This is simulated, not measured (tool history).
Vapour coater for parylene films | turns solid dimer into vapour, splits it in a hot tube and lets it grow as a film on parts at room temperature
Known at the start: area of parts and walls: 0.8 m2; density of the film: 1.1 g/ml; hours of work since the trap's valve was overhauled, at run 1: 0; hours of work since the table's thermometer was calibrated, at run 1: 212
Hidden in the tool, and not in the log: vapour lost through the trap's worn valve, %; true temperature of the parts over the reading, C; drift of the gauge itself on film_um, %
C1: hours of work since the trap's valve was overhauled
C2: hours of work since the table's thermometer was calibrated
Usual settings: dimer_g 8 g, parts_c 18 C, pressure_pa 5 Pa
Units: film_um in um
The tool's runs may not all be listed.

{"run": 1, "hour": 0.0, "dimer_g": 8, "parts_c": 18, "pressure_pa": 5, "C1": 0, "C2": 212, "film_um": 4.83}
{"run": 2, "hour": 39.3, "dimer_g": 8, "parts_c": 18, "pressure_pa": 5, "C1": 24, "C2": 236, "film_um": 4.81}
{"run": 3, "hour": 103.2, "dimer_g": 8, "parts_c": 18, "pressure_pa": 5, "C1": 64, "C2": 276, "film_um": 4.68}
{"run": 4, "hour": 166.9, "dimer_g": 8, "parts_c": 18, "pressure_pa": 5, "C1": 103, "C2": 315, "film_um": 4.68}
{"run": 5, "hour": 203.2, "dimer_g": 8, "parts_c": 18, "pressure_pa": 5, "C1": 126, "C2": 338, "film_um": 4.72}
{"run": 6, "hour": 249.3, "dimer_g": 8, "parts_c": 25, "pressure_pa": 5, "C1": 155, "C2": 366, "film_um": 3.52}
{"run": 7, "hour": 303.4, "dimer_g": 8, "parts_c": 25, "pressure_pa": 5, "C1": 188, "C2": 400, "film_um": 3.54}
{"run": 8, "hour": 332.6, "dimer_g": 8, "parts_c": 25, "pressure_pa": 5, "C1": 206, "C2": 418, "film_um": 3.5}
{"run": 9, "hour": 378.3, "dimer_g": 8, "parts_c": 25, "pressure_pa": 5, "C1": 235, "C2": 446, "film_um": 3.51}
{"run": 10, "hour": 430.0, "dimer_g": 8, "parts_c": 25, "pressure_pa": 5, "C1": 267, "C2": 478, "film_um": 3.45}
{"run": 11, "hour": 484.9, "dimer_g": 8, "parts_c": 18, "pressure_pa": 5, "C1": 301, "C2": 513, "film_um": 4.52}
{"run": 12, "hour": 541.5, "dimer_g": 8, "parts_c": 18, "pressure_pa": 5, "C1": 336, "C2": 548, "film_um": 4.52}
{"run": 13, "hour": 574.4, "dimer_g": 8, "parts_c": 18, "pressure_pa": 4.03, "C1": 356, "C2": 568, "film_um": 4.62}
{"run": 14, "hour": 622.9, "dimer_g": 8, "parts_c": 18, "pressure_pa": 4.03, "C1": 386, "C2": 598, "film_um": 4.62}
{"run": 15, "hour": 670.7, "dimer_g": 8, "parts_c": 18, "pressure_pa": 5, "C1": 416, "C2": 628, "film_um": 4.35}
{"run": 16, "hour": 700.4, "dimer_g": 8, "parts_c": 20, "pressure_pa": 5, "C1": 434, "C2": 646, "film_um": 4.01}
{"run": 17, "hour": 730.4, "dimer_g": 8, "parts_c": 20, "pressure_pa": 5, "C1": 453, "C2": 665, "film_um": 4.01}
{"run": 18, "hour": 773.7, "dimer_g": 8, "parts_c": 18, "pressure_pa": 2.74, "C1": 480, "C2": 692, "film_um": 4.85}
{"run": 19, "hour": 816.7, "dimer_g": 8, "parts_c": 18, "pressure_pa": 2.74, "C1": 506, "C2": 718, "film_um": 4.81}
{"run": 20, "hour": 876.8, "dimer_g": 3, "parts_c": 18, "pressure_pa": 2.74, "C1": 544, "C2": 755, "film_um": 1.85}
{"run": 21, "hour": 915.5, "dimer_g": 3, "parts_c": 18, "pressure_pa": 5, "C1": 568, "C2": 779, "film_um": 1.57}
{"run": 22, "hour": 954.6, "dimer_g": 3, "parts_c": 15, "pressure_pa": 5, "C1": 592, "C2": 804, "film_um": 1.73}
{"hour": 996.3, "done": "trap's valve overhauled"}
{"run": 23, "hour": 1014.9, "dimer_g": 8, "parts_c": 18, "pressure_pa": 5, "C1": 12, "C2": 839, "film_um": 4.62}
{"run": 24, "hour": 1048.0, "dimer_g": 8, "parts_c": 18, "pressure_pa": 3.26, "C1": 32, "C2": 859, "film_um": 5.02}
{"run": 25, "hour": 1106.3, "dimer_g": 8, "parts_c": 18, "pressure_pa": 3.26, "C1": 68, "C2": 895, "film_um": 5.07}
{"run": 26, "hour": 1164.7, "dimer_g": 8, "parts_c": 18, "pressure_pa": 3.26, "C1": 104, "C2": 931, "film_um": 5.07}
{"run": 27, "hour": 1197.9, "dimer_g": 8, "parts_c": 18, "pressure_pa": 3.26, "C1": 125, "C2": 952, "film_um": 4.96}
{"run": 28, "hour": 1232.7, "dimer_g": 6, "parts_c": 22, "pressure_pa": 2.13, "C1": 147, "C2": 974, "film_um": 3.43}
{"run": 29, "hour": 1261.8, "dimer_g": 8, "parts_c": 15, "pressure_pa": 2.57, "C1": 165, "C2": 992, "film_um": 5.89}
{"run": 30, "hour": 1301.0, "dimer_g": 13, "parts_c": 20, "pressure_pa": 6.3, "C1": 189, "C2": 1016, "film_um": 6.41}
{"run": 31, "hour": 1347.5, "dimer_g": 4, "parts_c": 29, "pressure_pa": 5, "C1": 218, "C2": 1045, "film_um": 1.41}
{"hour": 1362.9, "done": "table's thermometer calibrated"}
{"run": 32, "hour": 1407.0, "dimer_g": 8, "parts_c": 18, "pressure_pa": 2.09, "C1": 254, "C2": 27, "film_um": 5.6}
{"run": 33, "hour": 1457.8, "dimer_g": 8, "parts_c": 22, "pressure_pa": 6.06, "C1": 285, "C2": 59, "film_um": 3.75}
{"run": 34, "hour": 1500.8, "dimer_g": 8, "parts_c": 22, "pressure_pa": 6.06, "C1": 312, "C2": 85, "film_um": 3.73}
{"run": 35, "hour": 1539.7, "dimer_g": 8, "parts_c": 22, "pressure_pa": 6.06, "C1": 336, "C2": 110, "film_um": 3.79}
{"run": 36, "hour": 1575.1, "dimer_g": 8, "parts_c": 18, "pressure_pa": 2.6, "C1": 358, "C2": 132, "film_um": 5.21}
{"run": 37, "hour": 1609.4, "dimer_g": 8, "parts_c": 22, "pressure_pa": 3.39, "C1": 379, "C2": 153, "film_um": 4.29}
{"run": 38, "hour": 1651.8, "dimer_g": 8, "parts_c": 22, "pressure_pa": 3.39, "C1": 406, "C2": 179, "film_um": 4.13}
{"run": 39, "hour": 1693.4, "dimer_g": 8, "parts_c": 22, "pressure_pa": 3.39, "C1": 432, "C2": 205, "film_um": 4.2}
{"run": 40, "hour": 1734.5, "dimer_g": 8, "parts_c": 22, "pressure_pa": 3.39, "C1": 457, "C2": 230, "film_um": 4.24}
{"run": 41, "hour": 1783.2, "dimer_g": 8, "parts_c": 22, "pressure_pa": 3.39, "C1": 487, "C2": 261, "film_um": 4.13}
{"run": 42, "hour": 1829.6, "dimer_g": 6, "parts_c": 18, "pressure_pa": 2, "C1": 516, "C2": 289, "film_um": 4.01}
{"run": 43, "hour": 1891.4, "dimer_g": 13, "parts_c": 30, "pressure_pa": 3.91, "C1": 554, "C2": 328, "film_um": 4.73}
{"run": 44, "hour": 1931.2, "dimer_g": 12, "parts_c": 14, "pressure_pa": 11.48, "C1": 579, "C2": 352, "film_um": 6.27}
{"run": 45, "hour": 1960.4, "dimer_g": 12, "parts_c": 28, "pressure_pa": 11.48, "C1": 597, "C2": 370, "film_um": 3.63}
{"hour": 1993.7, "done": "trap's valve overhauled"}
{"run": 46, "hour": 2013.4, "dimer_g": 4, "parts_c": 14, "pressure_pa": 5.88, "C1": 12, "C2": 401, "film_um": 2.68}
{"run": 47, "hour": 2048.3, "dimer_g": 8, "parts_c": 18, "pressure_pa": 4.13, "C1": 34, "C2": 422, "film_um": 4.86}

Measured less the same run without the tool's hidden state. The same run-to-run variation is in both; the gauge's scatter may not be:
run=1 film_um=-0.08
run=2 film_um=-0.11
run=3 film_um=-0.15
run=4 film_um=-0.19
run=5 film_um=-0.22
run=6 film_um=-0.19
run=7 film_um=-0.22
run=8 film_um=-0.23
run=9 film_um=-0.26
run=10 film_um=-0.28
run=11 film_um=-0.4
run=12 film_um=-0.44
run=13 film_um=-0.48
run=14 film_um=-0.51
run=15 film_um=-0.52
run=16 film_um=-0.5
run=17 film_um=-0.52
run=18 film_um=-0.66
run=19 film_um=-0.69
run=20 film_um=-0.28
run=21 film_um=-0.25
run=22 film_um=-0.29
run=23 film_um=-0.25
run=24 film_um=-0.3
run=25 film_um=-0.35
run=26 film_um=-0.39
run=27 film_um=-0.41
run=28 film_um=-0.3
run=29 film_um=-0.54
run=30 film_um=-0.63
run=31 film_um=-0.15
run=32 film_um=-0.26
run=33 film_um=-0.2
run=34 film_um=-0.23
run=35 film_um=-0.25
run=36 film_um=-0.38
run=37 film_um=-0.34
run=38 film_um=-0.35
run=39 film_um=-0.38
run=40 film_um=-0.41
run=41 film_um=-0.44
run=42 film_um=-0.46
run=43 film_um=-0.58
run=44 film_um=-0.82
run=45 film_um=-0.5
run=46 film_um=-0.06
run=47 film_um=-0.14
